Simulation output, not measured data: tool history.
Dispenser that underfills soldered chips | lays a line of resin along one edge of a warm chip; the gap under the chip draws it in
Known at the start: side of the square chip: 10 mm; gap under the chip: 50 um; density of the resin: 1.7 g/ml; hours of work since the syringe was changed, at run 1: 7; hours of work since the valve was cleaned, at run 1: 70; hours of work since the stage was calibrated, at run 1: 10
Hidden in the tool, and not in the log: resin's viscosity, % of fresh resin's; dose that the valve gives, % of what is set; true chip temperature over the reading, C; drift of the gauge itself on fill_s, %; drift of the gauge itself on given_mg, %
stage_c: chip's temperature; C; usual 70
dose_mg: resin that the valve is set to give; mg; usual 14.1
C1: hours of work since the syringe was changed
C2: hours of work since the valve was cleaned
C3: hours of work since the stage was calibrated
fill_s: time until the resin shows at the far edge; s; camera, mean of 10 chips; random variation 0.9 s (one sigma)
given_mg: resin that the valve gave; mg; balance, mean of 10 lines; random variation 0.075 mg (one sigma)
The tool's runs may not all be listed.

Run 1, day 0: usual settings; C1 7; C2 70; C3 10. Result: fill_s 116.2 s, given_mg 13.63 mg.
At day 0.079: new syringe of resin.
Run 2, day 0.138: usual settings but stage_c 66 C; C1 1; C2 72; C3 12. Result: fill_s 103 s, given_mg 13.67 mg.
Run 3, day 0.342: usual settings but dose_mg 15 mg; C1 5; C2 76; C3 16. Result: fill_s 106 s, given_mg 14.41 mg.
At day 0.521: new syringe of resin.
Run 4, day 0.575: usual settings but dose_mg 15 mg; C1 1; C2 80; C3 20. Result: fill_s 87.9 s, given_mg 14.38 mg.
Run 5, day 0.867: usual settings; C1 6; C2 85; C3 25. Result: fill_s 110.9 s, given_mg 13.55 mg.
At day 0.979: new syringe of resin.
Run 6, day 1.142: usual settings; C1 3; C2 90; C3 30. Result: fill_s 98.4 s, given_mg 13.57 mg.
Run 7, day 1.367: usual settings but dose_mg 13 mg; C1 7; C2 94; C3 34. Result: fill_s 120 s, given_mg 12.33 mg.
At day 1.421: new syringe of resin.
Run 8, day 1.521: usual settings; C1 2; C2 97; C3 37. Result: fill_s 91 s, given_mg 13.36 mg.
Run 9, day 1.679: usual settings but dose_mg 13.1 mg; C1 5; C2 99; C3 40. Result: fill_s 104.5 s, given_mg 12.41 mg.
Run 10, day 1.817: usual settings; C1 7; C2 102; C3 42. Result: fill_s 120 s, given_mg 13.37 mg.
At day 1.879: new syringe of resin.
Run 11, day 1.962: usual settings; C1 2; C2 104; C3 44. Result: fill_s 92 s, given_mg 13.32 mg.
Run 12, day 2.146: usual settings; C1 5; C2 108; C3 48. Result: fill_s 104.5 s, given_mg 13.3 mg.
At day 2.321: new syringe of resin.
Run 13, day 2.321: usual settings but dose_mg 16.9 mg; C1 0; C2 111; C3 51. Result: fill_s 81.6 s, given_mg 16.03 mg.
Run 14, day 2.608: usual settings but stage_c 69 C; C1 5; C2 116; C3 56. Result: fill_s 110.7 s, given_mg 13.42 mg.
Run 15, day 2.738: usual settings; C1 8; C2 118; C3 58. Result: fill_s 117.7 s, given_mg 13.24 mg.
At day 2.762: new syringe of resin.
Run 16, day 3.008: usual settings; C1 4; C2 123; C3 63. Result: fill_s 103 s, given_mg 13.33 mg.
At day 3.196: new syringe of resin.
At day 3.275: dispensing valve cleaned and set on the balance.
Run 17, day 3.296: usual settings; C1 1; C2 0; C3 67. Result: fill_s 88.6 s, given_mg 14.1 mg.
Run 18, day 3.562: usual settings; C1 6; C2 5; C3 72. Result: fill_s 111.8 s, given_mg 14.03 mg.
At day 3.683: new syringe of resin.
Run 19, day 3.75: usual settings but stage_c 81 C, dose_mg 13.7 mg; C1 1; C2 8; C3 75. Result: fill_s 61.1 s, given_mg 13.64 mg.
Run 20, day 4.025: usual settings but stage_c 56 C, dose_mg 13.2 mg; C1 6; C2 13; C3 80. Result: fill_s 189.7 s, given_mg 13.23 mg.
At day 4.133: new syringe of resin.
Run 21, day 4.333: usual settings but stage_c 72 C, dose_mg 16.1 mg; C1 4; C2 19; C3 85. Result: fill_s 89.6 s, given_mg 15.88 mg.
At day 4.583: new syringe of resin.
Run 22, day 4.583: usual settings but stage_c 72 C, dose_mg 16.1 mg; C1 0; C2 23; C3 90. Result: fill_s 74.7 s, given_mg 15.99 mg.
Run 23, day 4.742: usual settings but stage_c 72 C, dose_mg 16.1 mg; C1 3; C2 26; C3 93. Result: fill_s 88.3 s, given_mg 15.84 mg.
Run 24, day 4.954: usual settings but stage_c 72 C, dose_mg 16.1 mg; C1 7; C2 30; C3 97. Result: fill_s 103.5 s, given_mg 15.98 mg.
At day 5.038: new syringe of resin.
Run 25, day 5.15: usual settings but stage_c 67 C, dose_mg 16.7 mg; C1 2; C2 33; C3 100. Result: fill_s 98 s, given_mg 16.45 mg.
Run 26, day 5.433: usual settings but dose_mg 18.2 mg; C1 7; C2 38; C3 105. Result: fill_s 113 s, given_mg 17.68 mg.
At day 5.479: new syringe of resin.
Run 27, day 5.588: usual settings but dose_mg 15.5 mg; C1 2; C2 41; C3 107. Result: fill_s 88.5 s, given_mg 15.29 mg.
Run 28, day 5.883: usual settings but dose_mg 15.5 mg; C1 7; C2 46; C3 113. Result: fill_s 116.2 s, given_mg 15.21 mg.
At day 5.917: new syringe of resin.
Run 29, day 6.025: usual settings but stage_c 68 C, dose_mg 12.2 mg; C1 2; C2 48; C3 115. Result: fill_s 102.2 s, given_mg 12.03 mg.
Run 30, day 6.162: usual settings but stage_c 68 C, dose_mg 15.2 mg; C1 4; C2 51; C3 118. Result: fill_s 110.3 s, given_mg 14.92 mg.
Run 31, day 6.325: usual settings but stage_c 68 C, dose_mg 13.3 mg; C1 7; C2 54; C3 121. Result: fill_s 129.5 s, given_mg 12.78 mg.
At day 6.358: new syringe of resin.
Run 32, day 6.5: usual settings but stage_c 68 C, dose_mg 13.3 mg; C1 3; C2 57; C3 124. Result: fill_s 102.2 s, given_mg 12.98 mg.
Run 33, day 6.7: usual settings but stage_c 68 C, dose_mg 13.3 mg; C1 6; C2 60; C3 127. Result: fill_s 120.4 s, given_mg 12.83 mg.
At day 6.804: new syringe of resin.
Run 34, day 6.846: usual settings but stage_c 61 C, dose_mg 16.9 mg; C1 1; C2 63; C3 130. Result: fill_s 115.5 s, given_mg 16.59 mg.
Run 35, day 7.012: usual settings but stage_c 73 C, dose_mg 14.7 mg; C1 4; C2 66; C3 133. Result: fill_s 87.9 s, given_mg 14.28 mg.
At day 7.242: new syringe of resin.
Run 36, day 7.275: usual settings but dose_mg 18.2 mg; C1 1; C2 70; C3 137. Result: fill_s 81.8 s, given_mg 17.56 mg.

Some steps in fill_s between neighbouring runs. How much of each would the tool show without its hidden state too (settings, what came in, random variation), and how much is left for the hidden state, with any gauge scatter that isn't in both results?
Run 18 -> 19: stage_c 70 -> 81, dose_mg 14.1 -> 13.7, new syringe of resin. fill_s -50.7 s: hidden state -24.2, all else -26.5.
Run 19 -> 20: stage_c 81 -> 56, dose_mg 13.7 -> 13.2. fill_s +128.6 s: hidden state +43.5, all else +85.1.
Run 20 -> 21: stage_c 56 -> 72, dose_mg 13.2 -> 16.1, new syringe of resin. fill_s -100.1 s: hidden state -34.9, all else -65.2.
Run 33 -> 34: stage_c 68 -> 61, dose_mg 13.3 -> 16.9, new syringe of resin. fill_s -4.9 s: hidden state -30, all else +25.1.
